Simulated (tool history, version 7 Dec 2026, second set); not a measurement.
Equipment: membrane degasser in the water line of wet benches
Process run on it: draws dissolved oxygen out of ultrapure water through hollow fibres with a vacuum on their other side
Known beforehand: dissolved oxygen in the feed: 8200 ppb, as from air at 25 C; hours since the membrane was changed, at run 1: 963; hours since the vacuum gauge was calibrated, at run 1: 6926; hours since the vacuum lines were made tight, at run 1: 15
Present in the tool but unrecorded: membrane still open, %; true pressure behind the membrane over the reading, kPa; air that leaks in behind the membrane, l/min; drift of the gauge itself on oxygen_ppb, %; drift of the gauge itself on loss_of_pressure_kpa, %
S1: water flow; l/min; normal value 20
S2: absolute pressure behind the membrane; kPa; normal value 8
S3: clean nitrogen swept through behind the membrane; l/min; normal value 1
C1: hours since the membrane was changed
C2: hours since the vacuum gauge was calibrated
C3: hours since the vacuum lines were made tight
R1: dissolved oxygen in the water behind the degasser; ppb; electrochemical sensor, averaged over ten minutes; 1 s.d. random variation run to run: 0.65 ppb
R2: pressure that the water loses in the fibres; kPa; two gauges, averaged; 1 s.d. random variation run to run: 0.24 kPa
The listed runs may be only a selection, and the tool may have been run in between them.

run   hour  S1     S2    S3    C1    C2   C3     R1     R2
  1      0  20      8     1   963  6926   15  216.1  64.02
  2   53.8  20      8     1  1016  6980   69  216.3   63.7
  3   83.5  20      8     1  1046  7009   99  215.5  63.89
  4  118.4  20      8     1  1081  7044  133  217.3  63.94
  5  148.5  20      8     1  1111  7074  164  216.2  63.89
  6  210.7  20      8     1  1173  7137  226  216.5  64.37
     215.3  -- vacuum gauge calibrated
  7  261.2  20   7.19     1  1223    46  276  180.9   63.6
  8  316.9  20   7.19     1  1279   102  331  181.4  63.88
  9  346.3  20   7.19     1  1308   131  361  181.8  64.32
 10  384.8  29  17.79     1  1347   169  399  838.6  92.69
 11  435.8  18  17.79     1  1398   220  450  559.7  57.56
 12  489.8  26   6.73     1  1452   274  504  209.7  83.15
 13  546.1  20  16.87  0.79  1508   331  561  701.1   63.8
 14  587.6  21  10.12  0.79  1550   372  602  387.5  66.85
 15  648.1  21  10.12  0.79  1610   433  663  389.1  67.26
 16  713.7  29   5.04  0.79  1676   498  728  157.4  92.91
 17    782  29  17.08  0.79  1744   567  797  960.1  92.94

Run 18 comes next. What will it give?
 18  810.5  29  17.08  0.79  1772  595  825   ?   ?

Run 18 gave R1 957.4 ppb, R2 92.75 kPa.
Had the tool carried no hidden state, the very same run would have given R1 957.2 ppb, R2 92.73 kPa.

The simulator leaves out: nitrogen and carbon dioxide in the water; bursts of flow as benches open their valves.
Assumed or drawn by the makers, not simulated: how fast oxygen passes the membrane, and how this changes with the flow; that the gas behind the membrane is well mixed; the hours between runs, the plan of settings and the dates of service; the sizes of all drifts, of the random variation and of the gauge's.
